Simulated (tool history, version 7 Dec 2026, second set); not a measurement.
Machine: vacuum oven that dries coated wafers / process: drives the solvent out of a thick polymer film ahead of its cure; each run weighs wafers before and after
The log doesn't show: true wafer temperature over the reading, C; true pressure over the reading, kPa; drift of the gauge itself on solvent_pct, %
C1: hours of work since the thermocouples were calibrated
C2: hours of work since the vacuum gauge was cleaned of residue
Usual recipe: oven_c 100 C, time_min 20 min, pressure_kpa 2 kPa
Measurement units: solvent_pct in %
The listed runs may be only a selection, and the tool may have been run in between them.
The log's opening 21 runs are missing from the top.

Run 22, day 23.475: usual settings; C1 562; C2 759. Result: solvent_pct 1.77 %.
Run 23, day 24.812: usual settings; C1 576; C2 773. Result: solvent_pct 1.88 %.
Run 24, day 25.704: usual settings; C1 585; C2 782. Result: solvent_pct 1.86 %.
Run 25, day 26.862: usual settings but oven_c 107 C, time_min 11 min, pressure_kpa 4.07 kPa; C1 597; C2 794. Result: solvent_pct 3.41 %.
Run 26, day 27.992: usual settings but oven_c 106 C, time_min 22 min, pressure_kpa 1.26 kPa; C1 609; C2 806. Result: solvent_pct 0.95 %.
Run 27, day 29.496: usual settings but oven_c 90 C, time_min 21 min; C1 625; C2 822. Result: solvent_pct 3.24 %.
Run 28, day 30.6: usual settings but oven_c 90 C, time_min 21 min; C1 636; C2 833. Result: solvent_pct 3.34 %.
Run 29, day 32.292: usual settings but oven_c 90 C, time_min 21 min, pressure_kpa 1.75 kPa; C1 654; C2 851. Result: solvent_pct 3.19 %.
Run 30, day 33.742: usual settings but oven_c 107 C, time_min 26 min, pressure_kpa 3.28 kPa; C1 669; C2 866. Result: solvent_pct 1.54 %.
Run 31, day 34.879: usual settings but oven_c 97 C, time_min 31 min; C1 681; C2 878. Result: solvent_pct 1.54 %.
Run 32, day 36.562: usual settings but oven_c 97 C, time_min 31 min; C1 698; C2 895. Result: solvent_pct 1.55 %.

Run 33 is up next; what results do you expect?
Run 33, day 37.683: usual settings but oven_c 97 C, time_min 31 min; C1 710; C2 907. Result: solvent_pct ?.

{"run 33": {"solvent_pct": 1.63}}
With the hidden condition absent and the run-to-run variation left alone, this run would have shown solvent_pct 1.4 %.
